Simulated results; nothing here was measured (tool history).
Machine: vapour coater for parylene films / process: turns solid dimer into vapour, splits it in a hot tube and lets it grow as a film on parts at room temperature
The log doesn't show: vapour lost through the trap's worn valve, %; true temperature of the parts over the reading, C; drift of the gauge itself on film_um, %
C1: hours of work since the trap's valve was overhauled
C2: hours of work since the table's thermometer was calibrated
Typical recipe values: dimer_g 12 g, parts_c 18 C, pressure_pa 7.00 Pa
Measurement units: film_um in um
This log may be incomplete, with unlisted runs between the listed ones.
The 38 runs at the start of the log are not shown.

{"run": 39, "hour": 594.2, "dimer_g": 7, "parts_c": 26, "pressure_pa": 9.19, "C1": 227, "C2": 326, "film_um": 3.27}
{"run": 40, "hour": 604.6, "dimer_g": 7, "parts_c": 26, "pressure_pa": 9.19, "C1": 232, "C2": 331, "film_um": 3.23}
{"run": 41, "hour": 617.2, "dimer_g": 12, "parts_c": 17, "pressure_pa": 6.1, "C1": 239, "C2": 337, "film_um": 6.97}
{"run": 42, "hour": 626.5, "dimer_g": 12, "parts_c": 17, "pressure_pa": 6.1, "C1": 243, "C2": 342, "film_um": 7.08}
{"run": 43, "hour": 638.9, "dimer_g": 9, "parts_c": 27, "pressure_pa": 7.0, "C1": 250, "C2": 348, "film_um": 4.14}
{"run": 44, "hour": 649.3, "dimer_g": 8, "parts_c": 15, "pressure_pa": 2.74, "C1": 255, "C2": 354, "film_um": 5.25}
{"run": 45, "hour": 659.2, "dimer_g": 12, "parts_c": 14, "pressure_pa": 7.73, "C1": 260, "C2": 359, "film_um": 7.41}
{"run": 46, "hour": 673.7, "dimer_g": 12, "parts_c": 14, "pressure_pa": 7.73, "C1": 267, "C2": 366, "film_um": 7.26}
{"run": 47, "hour": 692.9, "dimer_g": 14, "parts_c": 18, "pressure_pa": 7.0, "C1": 277, "C2": 376, "film_um": 7.78}
{"run": 48, "hour": 712.6, "dimer_g": 14, "parts_c": 18, "pressure_pa": 4.73, "C1": 287, "C2": 386, "film_um": 8.26}

What if the next run were any one of these 3? Each begins from the tool's condition after run 48:
{"run": "A", "hour": 727.9, "dimer_g": 14, "parts_c": 11, "pressure_pa": 4.73, "C1": 295, "C2": 393, "film_um": "?"}
{"run": "B", "hour": 727.9, "dimer_g": 17, "parts_c": 11, "pressure_pa": 7.06, "C1": 295, "C2": 393, "film_um": "?"}
{"run": "C", "hour": 727.9, "dimer_g": 12, "parts_c": 17, "pressure_pa": 9.36, "C1": 295, "C2": 393, "film_um": "?"}

run=A film_um=9.43
run=B film_um=11.14
run=C film_um=6.68
Without the tool's hidden state the same runs would have given:
run=A film_um=9.51
run=B film_um=11.23
run=C film_um=6.73
